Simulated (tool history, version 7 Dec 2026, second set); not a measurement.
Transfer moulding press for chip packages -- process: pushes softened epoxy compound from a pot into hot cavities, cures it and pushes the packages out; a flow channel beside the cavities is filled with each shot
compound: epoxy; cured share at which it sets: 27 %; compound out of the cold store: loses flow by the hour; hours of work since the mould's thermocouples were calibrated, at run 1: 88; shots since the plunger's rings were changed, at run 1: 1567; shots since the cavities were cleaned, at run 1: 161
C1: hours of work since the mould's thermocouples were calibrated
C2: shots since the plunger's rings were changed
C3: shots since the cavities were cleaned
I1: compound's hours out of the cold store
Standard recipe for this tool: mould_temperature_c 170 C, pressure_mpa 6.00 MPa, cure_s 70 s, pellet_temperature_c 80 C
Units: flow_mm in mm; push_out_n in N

{"run": 1, "hour": 0.0, "mould_temperature_c": 170, "pressure_mpa": 6.0, "cure_s": 70, "pellet_temperature_c": 80, "C1": 88, "C2": 1567, "C3": 161, "I1": 31.0, "flow_mm": 628, "push_out_n": 359}
{"hour": 47.4, "done": "cavities cleaned with cleaning compound and waxed"}
{"run": 2, "hour": 62.3, "mould_temperature_c": 170, "pressure_mpa": 6.0, "cure_s": 70, "pellet_temperature_c": 80, "C1": 133, "C2": 2606, "C3": 254, "I1": 40.9, "flow_mm": 603, "push_out_n": 367}
{"hour": 103.9, "done": "plunger's sealing rings changed"}
{"run": 3, "hour": 103.9, "mould_temperature_c": 170, "pressure_mpa": 6.0, "cure_s": 70, "pellet_temperature_c": 80, "C1": 162, "C2": 0, "C3": 922, "I1": 45.6, "flow_mm": 617, "push_out_n": 453}
{"hour": 109.6, "done": "cavities cleaned with cleaning compound and waxed"}
{"run": 4, "hour": 149.2, "mould_temperature_c": 170, "pressure_mpa": 6.0, "cure_s": 70, "pellet_temperature_c": 80, "C1": 195, "C2": 748, "C3": 676, "I1": 40.7, "flow_mm": 617, "push_out_n": 453}
{"hour": 166.8, "done": "cavities cleaned with cleaning compound and waxed"}
{"run": 5, "hour": 182.7, "mould_temperature_c": 170, "pressure_mpa": 6.0, "cure_s": 70, "pellet_temperature_c": 80, "C1": 219, "C2": 1295, "C3": 271, "I1": 38.3, "flow_mm": 614, "push_out_n": 382}
{"run": 6, "hour": 212.5, "mould_temperature_c": 170, "pressure_mpa": 6.0, "cure_s": 70, "pellet_temperature_c": 80, "C1": 241, "C2": 1804, "C3": 780, "I1": 28.4, "flow_mm": 636, "push_out_n": 433}
{"hour": 227.3, "done": "cavities cleaned with cleaning compound and waxed"}
{"run": 7, "hour": 277.4, "mould_temperature_c": 170, "pressure_mpa": 6.0, "cure_s": 70, "pellet_temperature_c": 80, "C1": 288, "C2": 2888, "C3": 856, "I1": 33.5, "flow_mm": 614, "push_out_n": 464}
{"hour": 283.7, "done": "cavities cleaned with cleaning compound and waxed"}
{"hour": 305.9, "done": "plunger's sealing rings changed"}
{"hour": 343.4, "done": "cavities cleaned with cleaning compound and waxed"}
{"run": 8, "hour": 343.6, "mould_temperature_c": 170, "pressure_mpa": 7.22, "cure_s": 70, "pellet_temperature_c": 80, "C1": 333, "C2": 619, "C3": 4, "I1": 27.2, "flow_mm": 711, "push_out_n": 251}
{"run": 9, "hour": 394.0, "mould_temperature_c": 170, "pressure_mpa": 6.0, "cure_s": 70, "pellet_temperature_c": 80, "C1": 370, "C2": 1478, "C3": 863, "I1": 43.5, "flow_mm": 605, "push_out_n": 466}
{"hour": 399.8, "done": "cavities cleaned with cleaning compound and waxed"}
{"run": 10, "hour": 438.3, "mould_temperature_c": 170, "pressure_mpa": 6.0, "cure_s": 70, "pellet_temperature_c": 80, "C1": 402, "C2": 2211, "C3": 658, "I1": 20.8, "flow_mm": 640, "push_out_n": 478}
{"hour": 456.5, "done": "cavities cleaned with cleaning compound and waxed"}
{"run": 11, "hour": 483.0, "mould_temperature_c": 170, "pressure_mpa": 6.0, "cure_s": 70, "pellet_temperature_c": 80, "C1": 434, "C2": 2948, "C3": 452, "I1": 39.7, "flow_mm": 604, "push_out_n": 428}
{"hour": 504.7, "done": "plunger's sealing rings changed"}
{"hour": 516.6, "done": "cavities cleaned with cleaning compound and waxed"}
{"run": 12, "hour": 532.1, "mould_temperature_c": 170, "pressure_mpa": 6.0, "cure_s": 63, "pellet_temperature_c": 80, "C1": 467, "C2": 441, "C3": 264, "I1": 12.9, "flow_mm": 680, "push_out_n": 480}
{"hour": 578.5, "done": "cavities cleaned with cleaning compound and waxed"}
{"run": 13, "hour": 596.7, "mould_temperature_c": 170, "pressure_mpa": 6.0, "cure_s": 70, "pellet_temperature_c": 80, "C1": 514, "C2": 1520, "C3": 311, "I1": 29.2, "flow_mm": 635, "push_out_n": 425}
{"hour": 637.5, "done": "cavities cleaned with cleaning compound and waxed"}
{"run": 14, "hour": 649.6, "mould_temperature_c": 170, "pressure_mpa": 6.0, "cure_s": 62, "pellet_temperature_c": 80, "C1": 552, "C2": 2399, "C3": 207, "I1": 27.7, "flow_mm": 628, "push_out_n": 447}
{"hour": 694.0, "done": "cavities cleaned with cleaning compound and waxed"}
{"hour": 705.4, "done": "plunger's sealing rings changed"}
{"run": 15, "hour": 705.5, "mould_temperature_c": 174, "pressure_mpa": 7.13, "cure_s": 54, "pellet_temperature_c": 78, "C1": 591, "C2": 1, "C3": 153, "I1": 37.7, "flow_mm": 684, "push_out_n": 482}
{"run": 16, "hour": 748.3, "mould_temperature_c": 173, "pressure_mpa": 6.0, "cure_s": 70, "pellet_temperature_c": 80, "C1": 622, "C2": 732, "C3": 884, "I1": 34.3, "flow_mm": 615, "push_out_n": 427}
{"hour": 757.6, "done": "cavities cleaned with cleaning compound and waxed"}
{"hour": 775.6, "done": "mould's thermocouples calibrated"}
{"run": 17, "hour": 814.3, "mould_temperature_c": 176, "pressure_mpa": 6.0, "cure_s": 70, "pellet_temperature_c": 73, "C1": 29, "C2": 1801, "C3": 935, "I1": 17.3, "flow_mm": 652, "push_out_n": 389}
{"hour": 821.9, "done": "cavities cleaned with cleaning compound and waxed"}
{"run": 18, "hour": 866.2, "mould_temperature_c": 176, "pressure_mpa": 4.59, "cure_s": 70, "pellet_temperature_c": 76, "C1": 66, "C2": 2661, "C3": 756, "I1": 40.0, "flow_mm": 519, "push_out_n": 391}
{"hour": 880.3, "done": "cavities cleaned with cleaning compound and waxed"}
{"hour": 905.7, "done": "plunger's sealing rings changed"}
{"run": 19, "hour": 905.7, "mould_temperature_c": 176, "pressure_mpa": 4.59, "cure_s": 53, "pellet_temperature_c": 82, "C1": 92, "C2": 0, "C3": 391, "I1": 9.6, "flow_mm": 600, "push_out_n": 493}
{"run": 20, "hour": 937.4, "mould_temperature_c": 176, "pressure_mpa": 4.59, "cure_s": 53, "pellet_temperature_c": 82, "C1": 116, "C2": 542, "C3": 933, "I1": 33.4, "flow_mm": 547, "push_out_n": 549}
{"hour": 943.9, "done": "cavities cleaned with cleaning compound and waxed"}
{"run": 21, "hour": 967.0, "mould_temperature_c": 176, "pressure_mpa": 4.59, "cure_s": 53, "pellet_temperature_c": 82, "C1": 137, "C2": 1021, "C3": 394, "I1": 39.0, "flow_mm": 534, "push_out_n": 500}
{"hour": 1000.5, "done": "cavities cleaned with cleaning compound and waxed"}
{"run": 22, "hour": 1004.4, "mould_temperature_c": 176, "pressure_mpa": 4.59, "cure_s": 53, "pellet_temperature_c": 82, "C1": 163, "C2": 1636, "C3": 68, "I1": 27.6, "flow_mm": 555, "push_out_n": 363}
{"hour": 1059.1, "done": "cavities cleaned with cleaning compound and waxed"}
{"run": 23, "hour": 1063.1, "mould_temperature_c": 173, "pressure_mpa": 5.81, "cure_s": 54, "pellet_temperature_c": 80, "C1": 206, "C2": 2613, "C3": 69, "I1": 28.7, "flow_mm": 617, "push_out_n": 414}
{"run": 24, "hour": 1090.2, "mould_temperature_c": 176, "pressure_mpa": 5.81, "cure_s": 54, "pellet_temperature_c": 90, "C1": 226, "C2": 3075, "C3": 531, "I1": 45.7, "flow_mm": 572, "push_out_n": 487}
{"hour": 1106.7, "done": "plunger's sealing rings changed"}
{"hour": 1118.7, "done": "cavities cleaned with cleaning compound and waxed"}
{"run": 25, "hour": 1145.0, "mould_temperature_c": 176, "pressure_mpa": 5.81, "cure_s": 85, "pellet_temperature_c": 90, "C1": 263, "C2": 628, "C3": 449, "I1": 21.8, "flow_mm": 637, "push_out_n": 331}
{"hour": 1179.3, "done": "cavities cleaned with cleaning compound and waxed"}
{"run": 26, "hour": 1194.2, "mould_temperature_c": 166, "pressure_mpa": 7.01, "cure_s": 51, "pellet_temperature_c": 82, "C1": 299, "C2": 1443, "C3": 253, "I1": 33.8, "flow_mm": 684, "push_out_n": 980}
{"hour": 1236.5, "done": "cavities cleaned with cleaning compound and waxed"}
{"run": 27, "hour": 1255.8, "mould_temperature_c": 166, "pressure_mpa": 7.01, "cure_s": 51, "pellet_temperature_c": 82, "C1": 343, "C2": 2471, "C3": 331, "I1": 32.8, "flow_mm": 676, "push_out_n": 1046}
{"hour": 1297.9, "done": "cavities cleaned with cleaning compound and waxed"}
{"hour": 1307.7, "done": "plunger's sealing rings changed"}
{"run": 28, "hour": 1315.8, "mould_temperature_c": 166, "pressure_mpa": 7.01, "cure_s": 51, "pellet_temperature_c": 82, "C1": 385, "C2": 139, "C3": 263, "I1": 22.2, "flow_mm": 725, "push_out_n": 1019}

Forecast each of these 3 alternatives for the next run:
{"run": "A", "hour": 1348.5, "mould_temperature_c": 166, "pressure_mpa": 6.46, "cure_s": 51, "pellet_temperature_c": 81, "C1": 409, "C2": 699, "C3": 823, "I1": 30.3, "flow_mm": "?", "push_out_n": "?"}
{"run": "B", "hour": 1348.5, "mould_temperature_c": 170, "pressure_mpa": 7.08, "cure_s": 80, "pellet_temperature_c": 89, "C1": 409, "C2": 699, "C3": 823, "I1": 48.0, "flow_mm": "?", "push_out_n": "?"}
{"run": "C", "hour": 1348.5, "mould_temperature_c": 174, "pressure_mpa": 4.57, "cure_s": 70, "pellet_temperature_c": 86, "C1": 409, "C2": 699, "C3": 823, "I1": 12.8, "flow_mm": "?", "push_out_n": "?"}

run=A flow_mm=668 push_out_n=1225
run=B flow_mm=660 push_out_n=387
run=C flow_mm=585 push_out_n=406
The same runs, with their run-to-run variation unchanged, on a tool lacking any hidden condition would have given:
run=A flow_mm=672 push_out_n=627
run=B flow_mm=665 push_out_n=207
run=C flow_mm=589 push_out_n=216

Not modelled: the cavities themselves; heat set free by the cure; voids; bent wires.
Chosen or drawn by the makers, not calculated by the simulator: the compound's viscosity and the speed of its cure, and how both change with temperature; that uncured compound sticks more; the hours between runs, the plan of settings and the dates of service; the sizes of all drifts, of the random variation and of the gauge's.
